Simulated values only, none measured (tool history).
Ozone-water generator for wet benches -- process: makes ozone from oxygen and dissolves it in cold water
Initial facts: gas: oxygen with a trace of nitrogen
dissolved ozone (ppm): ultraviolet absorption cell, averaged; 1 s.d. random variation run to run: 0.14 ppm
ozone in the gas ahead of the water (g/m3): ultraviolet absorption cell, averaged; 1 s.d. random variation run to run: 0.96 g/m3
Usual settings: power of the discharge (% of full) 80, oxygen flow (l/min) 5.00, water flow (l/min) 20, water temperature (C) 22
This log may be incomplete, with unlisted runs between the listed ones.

run    hour  power of the discharge (% of full)  oxygen flow (l/min)  water flow (l/min)  water temperature (C)  dissolved ozone (ppm)  ozone in the gas ahead of the water (g/m3)
  1     0.0                                  80                 5.00                  20                     22                   14.4                                       139.8
  2   115.8                                  80                 5.00                  20                     22                   14.3                                       138.3
  3   195.8                                  80                 5.00                  20                     22                   14.4                                       140.5
  4   306.4                                  80                 7.00                  20                     22                   14.6                                       122.5
  5   411.0                                  80                 5.00                  20                     22                   14.0                                       139.0
  6   469.5                                  41                 5.00                  20                     22                    9.2                                        91.1
  7   579.2                                  41                 5.00                  20                     22                    9.1                                        90.2
  8   682.6                                  41                 5.00                  20                     22                    9.3                                        91.7
  9   807.8                                  41                 5.00                  20                     22                    9.4                                        90.6
 10   930.5                                  94                 5.00                  20                     22                   15.3                                       148.5
 11  1057.1                                  94                 5.00                  20                     22                   15.3                                       151.4
 12  1159.6                                  94                 5.00                  20                     22                   14.9                                       148.7
 13  1274.2                                  49                 5.00                  20                     22                   10.2                                        99.9
 14  1383.3                                  80                 5.00                  20                     15                   14.8                                       134.7
 15  1463.7                                  80                 5.00                  27                     22                   10.6                                       133.8
 16  1535.8                                  80                 3.35                  20                     22                   12.4                                       156.9
 17  1638.1                                  82                 5.86                  20                     22                   13.6                                       125.9
 18  1698.7                                  82                 5.86                  20                     22                   13.7                                       127.1
     1794.8  -- water thermometer calibrated
 19  1826.6                                  80                 5.00                  27                     22                   10.3                                       132.4
 20  1912.9                                  87                 6.16                  27                     22                   11.3                                       126.9
 21  2031.7                                  87                 6.16                  27                     22                   11.2                                       126.5
 22  2157.6                                  80                 4.94                  15                     22                   16.3                                       129.8
 23  2242.0                                  54                 7.64                  24                     20                    9.7                                        87.1
 24  2306.4                                  80                 5.00                  20                     16                   14.2                                       130.6
 25  2375.2                                  49                 5.00                  20                     22                    9.9                                        97.4
 26  2469.8                                  79                 8.04                  20                     22                   13.4                                       105.2
 27  2530.7                                  80                 6.06                  20                     16                   14.6                                       118.9
 28  2597.8                                  56                 6.06                  23                     16                   10.4                                        97.7
 29  2689.2                                  80                 7.77                  13                     26                   16.1                                       106.0
 30  2789.8                                  48                 6.24                  20                     22                    9.6                                        87.6
 31  2846.1                                  48                 6.24                  20                     22                    9.9                                        86.4
 32  2928.5                                  51                 5.00                  27                     22                    7.6                                        97.7

Some steps in dissolved ozone (ppm) between neighbouring runs. How much of each would the tool show without its hidden state too (settings, what came in, random variation), and how much is left for the hidden state, with any gauge scatter that isn't in both results?
The tool's hidden condition here consists of: yield of the discharge, % of new electrodes'; contactor's efficiency, % of a clean one's; true water temperature over the reading, C; drift of the gauge itself on ozone_ppm, %; drift of the gauge itself on gas_g_m3, %.
Run 9 -> 10: power of the discharge (% of full) 41 -> 94. dissolved ozone (ppm) +5.9: hidden state -2.7, all else +8.6.
Run 22 -> 23: power of the discharge (% of full) 80 -> 54, oxygen flow (l/min) 4.94 -> 7.64, water flow (l/min) 15 -> 24, water temperature (C) 22 -> 20. dissolved ozone (ppm) -6.6: hidden state +2.4, all else -9.0.
Run 29 -> 30: power of the discharge (% of full) 80 -> 48, oxygen flow (l/min) 7.77 -> 6.24, water flow (l/min) 13 -> 20, water temperature (C) 26 -> 22. dissolved ozone (ppm) -6.5: hidden state +2.7, all else -9.2.
